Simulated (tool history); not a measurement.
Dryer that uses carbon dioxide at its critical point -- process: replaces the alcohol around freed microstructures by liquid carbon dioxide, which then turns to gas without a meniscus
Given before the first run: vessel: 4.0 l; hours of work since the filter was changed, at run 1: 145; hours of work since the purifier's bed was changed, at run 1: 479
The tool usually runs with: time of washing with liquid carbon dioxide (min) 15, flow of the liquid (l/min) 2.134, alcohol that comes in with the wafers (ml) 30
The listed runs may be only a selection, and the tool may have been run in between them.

run   hour  time of washing with liquid carbon dioxide (min)  flow of the liquid (l/min)  alcohol that comes in with the wafers (ml)  hours of work since the filter was changed  hours of work since the purifier's bed was changed  alcohol left in the vessel before it's heated (ppm by volume)
  1    0.0                                                15                       2.134                                          30                                         145                                                 479                                                             81
  2   20.7                                                15                       2.134                                          30                                         154                                                 489                                                             79
  3   49.3                                                15                       2.134                                          30                                         166                                                 501                                                             85
  4   76.3                                                15                       2.134                                          30                                         178                                                 513                                                             87
      90.6  -- inlet filter changed
  5  112.9                                                15                       2.134                                          30                                          10                                                 529                                                             69
  6  132.1                                                11                       2.134                                          30                                          18                                                 537                                                            147
  7  156.9                                                11                       2.134                                          30                                          29                                                 548                                                            146
  8  176.7                                                15                       2.134                                          30                                          38                                                 557                                                             86
  9  203.3                                                15                       2.134                                          30                                          49                                                 568                                                             78
 10  228.9                                                15                       2.134                                          30                                          61                                                 580                                                             88
 11  254.6                                                15                       2.134                                          30                                          72                                                 591                                                             78
 12  284.7                                                18                       2.134                                          30                                          85                                                 604                                                             76
 13  307.1                                                18                       2.134                                          30                                          95                                                 614                                                             77
 14  339.8                                                15                       2.000                                          30                                         109                                                 628                                                             92
 15  354.5                                                15                       2.000                                          30                                         116                                                 635                                                            108
 16  383.5                                                15                       2.000                                          30                                         129                                                 648                                                            109
 17  417.3                                                20                       2.260                                          43                                         143                                                 662                                                             81
 18  452.0                                                13                       2.260                                          91                                         159                                                 678                                                            200
 19  469.7                                                21                       2.070                                          91                                         166                                                 685                                                             89
 20  492.9                                                18                       1.950                                          62                                         177                                                 696                                                            102
     511.4  -- inlet filter changed
 21  517.0                                                16                       3.310                                          30                                           2                                                 706                                                             82
 22  532.9                                                21                       2.050                                          30                                           9                                                 713                                                             79
 23  567.2                                                15                       2.070                                          30                                          25                                                 728                                                            105
 24  603.1                                                15                       2.070                                          30                                          40                                                 743                                                             95
 25  619.3                                                13                       3.100                                          23                                          47                                                 751                                                             95
 26  650.6                                                23                       2.220                                          23                                          61                                                 764                                                             89
 27  668.6                                                23                       2.000                                          30                                          69                                                 772                                                             83

3 ways to go on from here, each from the tool as it stands after run 27. What would each give?
  A  696.3                                                19                       2.950                                          60                                          81                                                 784                                                              ?
  B  696.3                                                12                       1.360                                          37                                          81                                                 784                                                              ?
  C  696.3                                                13                       2.080                                          25                                          81                                                 784                                                              ?

run  alcohol left in the vessel before it's heated (ppm by volume)
  A                                                             84
  B                                                            605
  C                                                            120
Take away the tool's hidden state, keep each run's random variation, and the runs would have read:
run  alcohol left in the vessel before it's heated (ppm by volume)
  A                                                              3
  B                                                            472
  C                                                             33
